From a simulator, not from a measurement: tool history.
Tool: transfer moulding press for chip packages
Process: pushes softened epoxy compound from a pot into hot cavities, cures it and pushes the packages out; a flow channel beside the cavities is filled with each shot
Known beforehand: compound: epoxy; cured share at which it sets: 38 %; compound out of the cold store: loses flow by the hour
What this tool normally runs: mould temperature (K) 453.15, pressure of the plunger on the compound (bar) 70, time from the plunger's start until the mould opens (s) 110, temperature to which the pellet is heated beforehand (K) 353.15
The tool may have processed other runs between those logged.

run    hour  mould temperature (K)  pressure of the plunger on the compound (bar)  time from the plunger's start until the mould opens (s)  temperature to which the pellet is heated beforehand (K)  incoming compound's hours out of the cold store  length that the compound runs in the flow channel (mm)  greatest force on the pins that push the packages out (N)
  1       0                 453.15                                             70                                                      110                                                    353.15                                             22.6                                                     962                                                        645
  2    40.7                 453.15                                             70                                                      110                                                    353.15                                             18.6                                                     972                                                        769
       74.6  -- cavities cleaned with cleaning compound and waxed
  3    87.9                 453.15                                             70                                                      110                                                    353.15                                             20.3                                                     963                                                        631
  4   155.2                 453.15                                             70                                                      110                                                    353.15                                             24.3                                                     950                                                        798
      163.5  -- cavities cleaned with cleaning compound and waxed
      212.4  -- plunger's sealing rings changed
  5     229                 452.15                                             70                                                      110                                                    353.15                                             10.6                                                    1035                                                        856
      256.5  -- cavities cleaned with cleaning compound and waxed
  6   288.1                 452.15                                             70                                                      110                                                    353.15                                             19.2                                                     985                                                        740
      343.8  -- cavities cleaned with cleaning compound and waxed
  7     383                 453.15                                             70                                                      110                                                    348.15                                             35.8                                                     942                                                        707
        432  -- cavities cleaned with cleaning compound and waxed
  8   476.2                 453.15                                             70                                                      110                                                    348.15                                             41.4                                                     917                                                        713
      522.3  -- cavities cleaned with cleaning compound and waxed
  9     537                 453.15                                             70                                                      110                                                    353.15                                             27.8                                                     937                                                        629
 10   584.6                 450.15                                             70                                                      110                                                    353.15                                               34                                                     947                                                        911
      611.6  -- cavities cleaned with cleaning compound and waxed
 11   654.9                 450.15                                             70                                                      110                                                    353.15                                             19.1                                                     983                                                        933
      700.8  -- cavities cleaned with cleaning compound and waxed
 12   740.7                 450.15                                             70                                                      110                                                    353.15                                             24.9                                                     966                                                        840
      789.4  -- plunger's sealing rings changed
      790.9  -- cavities cleaned with cleaning compound and waxed
 13   796.1                 450.15                                             70                                                      110                                                    357.15                                             24.2                                                     994                                                        729
        843  -- mould's thermocouples calibrated
 14   845.7                 450.15                                             70                                                      110                                                    358.15                                             30.7                                                     981                                                        834
      879.9  -- cavities cleaned with cleaning compound and waxed
 15   924.9                 450.15                                             70                                                      110                                                    358.15                                             29.9                                                     971                                                        848
      973.5  -- cavities cleaned with cleaning compound and waxed
 16  1022.5                 450.15                                             70                                                      110                                                    358.15                                                9                                                    1010                                                        896
     1060.9  -- cavities cleaned with cleaning compound and waxed
 17  1080.3                 451.15                                           80.3                                                       95                                                    356.15                                             12.2                                                    1069                                                       1008
     1150.3  -- cavities cleaned with cleaning compound and waxed
 18  1177.8                 446.15                                             70                                                      129                                                    353.15                                             34.4                                                     972                                                        722
 19  1230.8                 453.15                                             70                                                      110                                                    360.15                                             44.8                                                     900                                                        737
       1238  -- cavities cleaned with cleaning compound and waxed
 20  1280.9                 445.15                                           73.4                                                      100                                                    353.15                                             25.4                                                    1018                                                       1574
     1327.5  -- cavities cleaned with cleaning compound and waxed
     1348.5  -- mould's thermocouples calibrated, once more
 21  1348.5                 458.15                                           66.8                                                      110                                                    353.15                                             25.2                                                     899                                                        546
     1375.1  -- plunger's sealing rings changed
     1423.4  -- cavities cleaned with cleaning compound and waxed
 22  1423.4                 456.15                                             70                                                      112                                                    353.15                                             12.5                                                     993                                                        501
 23  1464.5                 456.15                                             70                                                      112                                                    353.15                                             22.1                                                     965                                                        602
     1515.3  -- cavities cleaned with cleaning compound and waxed
 24    1537                 456.15                                             70                                                      112                                                    353.15                                             30.3                                                     944                                                        538
     1603.2  -- cavities cleaned with cleaning compound and waxed
 25  1603.8                 450.15                                             70                                                      112                                                    344.15                                               23                                                     993                                                        733
 26  1682.1                 459.15                                           60.9                                                      110                                                    349.15                                             45.7                                                     814                                                        599

The next listed run, before its measurement:
     1690.1  -- cavities cleaned with cleaning compound and waxed
 27  1756.9                 459.15                                           60.9                                                      110                                                    349.15                                             18.4                                                       ?                                                          ?

{"run 27": {"length that the compound runs in the flow channel (mm)": 883, "greatest force on the pins that push the packages out (N)": 613}}
On a tool with no hidden condition, and with the same random variation, this run would have come out at length that the compound runs in the flow channel (mm) 911, greatest force on the pins that push the packages out (N) 468.
